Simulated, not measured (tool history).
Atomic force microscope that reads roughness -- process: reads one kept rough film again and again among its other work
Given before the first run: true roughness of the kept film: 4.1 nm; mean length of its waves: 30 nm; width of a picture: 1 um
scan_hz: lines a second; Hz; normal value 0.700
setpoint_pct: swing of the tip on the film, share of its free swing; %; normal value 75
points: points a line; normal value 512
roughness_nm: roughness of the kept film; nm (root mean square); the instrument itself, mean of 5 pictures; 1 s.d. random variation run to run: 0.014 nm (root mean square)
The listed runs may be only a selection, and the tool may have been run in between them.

Run 1, hour 0.0: usual settings. Result: roughness_nm 2.810 nm (root mean square).
Run 2, hour 46.5: usual settings. Result: roughness_nm 2.455 nm (root mean square).
At hour 56.2: new tip fitted.
Run 3, hour 76.5: usual settings but setpoint_pct 62 %. Result: roughness_nm 3.298 nm (root mean square).
Run 4, hour 113.6: usual settings but setpoint_pct 80 %. Result: roughness_nm 2.795 nm (root mean square).
Run 5, hour 148.7: usual settings but setpoint_pct 78 %. Result: roughness_nm 2.538 nm (root mean square).
At hour 167.5: new tip fitted.
Run 6, hour 184.2: usual settings but setpoint_pct 78 %. Result: roughness_nm 3.199 nm (root mean square).
Run 7, hour 220.5: usual settings but setpoint_pct 78 %. Result: roughness_nm 2.821 nm (root mean square).
Run 8, hour 253.3: usual settings but setpoint_pct 78 %, points 510. Result: roughness_nm 2.540 nm (root mean square).
Run 9, hour 273.4: usual settings but setpoint_pct 78 %, points 510. Result: roughness_nm 2.443 nm (root mean square).
At hour 279.4: new tip fitted.
Run 10, hour 308.2: usual settings but setpoint_pct 78 %, points 510. Result: roughness_nm 3.136 nm (root mean square).
Run 11, hour 341.3: usual settings but setpoint_pct 78 %, points 510. Result: roughness_nm 2.838 nm (root mean square).
Run 12, hour 373.1: usual settings. Result: roughness_nm 2.585 nm (root mean square).
At hour 390.8: new tip fitted.
Run 13, hour 393.8: usual settings. Result: roughness_nm 3.394 nm (root mean square).
Run 14, hour 439.8: usual settings. Result: roughness_nm 2.888 nm (root mean square).
Run 15, hour 485.7: usual settings but scan_hz 1.795 Hz, setpoint_pct 65 %, points 616. Result: roughness_nm 2.483 nm (root mean square).
At hour 504.2: new tip fitted.
Run 16, hour 509.0: usual settings but scan_hz 1.384 Hz, setpoint_pct 86 %, points 635. Result: roughness_nm 3.122 nm (root mean square).
Run 17, hour 536.6: usual settings but scan_hz 0.944 Hz, setpoint_pct 62 %, points 405. Result: roughness_nm 3.150 nm (root mean square).
Run 18, hour 572.2: usual settings but scan_hz 0.674 Hz, setpoint_pct 59 %, points 492. Result: roughness_nm 2.864 nm (root mean square).
Run 19, hour 609.0: usual settings but scan_hz 3.144 Hz, setpoint_pct 88 %, points 837. Result: roughness_nm 1.887 nm (root mean square).
At hour 617.6: new tip fitted.
Run 20, hour 647.6: usual settings but scan_hz 3.144 Hz, setpoint_pct 88 %, points 837. Result: roughness_nm 2.347 nm (root mean square).
Run 21, hour 674.2: usual settings but setpoint_pct 89 %, points 499. Result: roughness_nm 2.735 nm (root mean square).
Run 22, hour 709.1: usual settings but setpoint_pct 89 %, points 499. Result: roughness_nm 2.453 nm (root mean square).
At hour 728.5: new tip fitted.
Run 23, hour 744.6: usual settings but setpoint_pct 89 %, points 499. Result: roughness_nm 3.169 nm (root mean square).
Run 24, hour 772.1: usual settings but setpoint_pct 89 %, points 499. Result: roughness_nm 2.872 nm (root mean square).
Run 25, hour 802.0: usual settings but scan_hz 0.792 Hz. Result: roughness_nm 2.681 nm (root mean square).

Consider 3 possible next runs. They are alternatives, not a sequence: every one starts from the tool as it was left by run 25. What does each give?
Run A, hour 832.2: usual settings but scan_hz 0.904 Hz. Result: roughness_nm ?.
Run B, hour 832.2: usual settings but setpoint_pct 69 %, points 279. Result: roughness_nm ?.
Run C, hour 832.2: usual settings but scan_hz 0.792 Hz, setpoint_pct 67 %. Result: roughness_nm ?.

run  roughness_nm
  A         2.417
  B         2.472
  C         2.481
Had the tool no hidden state, the same runs would have come out as:
run  roughness_nm
  A         3.408
  B         3.485
  C         3.502
